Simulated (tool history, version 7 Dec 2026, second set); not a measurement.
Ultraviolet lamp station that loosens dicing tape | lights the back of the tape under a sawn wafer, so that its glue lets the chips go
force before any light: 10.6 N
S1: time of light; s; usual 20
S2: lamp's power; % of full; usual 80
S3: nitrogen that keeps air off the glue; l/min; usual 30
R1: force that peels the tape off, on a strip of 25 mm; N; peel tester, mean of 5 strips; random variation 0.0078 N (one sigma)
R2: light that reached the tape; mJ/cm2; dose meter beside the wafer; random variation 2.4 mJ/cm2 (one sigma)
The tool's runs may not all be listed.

run,hour,S1,S2,S3,R1,R2
1,0,20,80,30,0.728,169
2,29.4,20,80,30,0.786,166
# hour 38.6: window cleaned of glue's vapour
# hour 76.4: lamp changed
3,79.2,20,80,30,0.532,202
4,113.7,20,80,30,0.557,192
5,167.2,20,80,30,0.632,188
6,220.9,20,80,30,0.713,177
7,266,20,80,30,0.759,168
8,301.7,20,80,30,0.802,164
9,334,20,80,30,0.857,157
# hour 358.3: window cleaned of glue's vapour, once more
10,391.4,20,68,30,0.461,216
11,418.3,20,68,30,0.469,213
12,446.7,18,68,30,0.648,187
13,499.1,20,80,13,0.833,231
14,530.1,12,80,38,0.975,139
15,576.3,20,61,49,0.521,166

The next listed run, before its measurement:
16,633.1,20,61,49,?,?

{"run 16": {"R1": 0.571, "R2": 162}}
Without the tool's hidden state the same run would have given R1 0.346 N, R2 210 mJ/cm2.

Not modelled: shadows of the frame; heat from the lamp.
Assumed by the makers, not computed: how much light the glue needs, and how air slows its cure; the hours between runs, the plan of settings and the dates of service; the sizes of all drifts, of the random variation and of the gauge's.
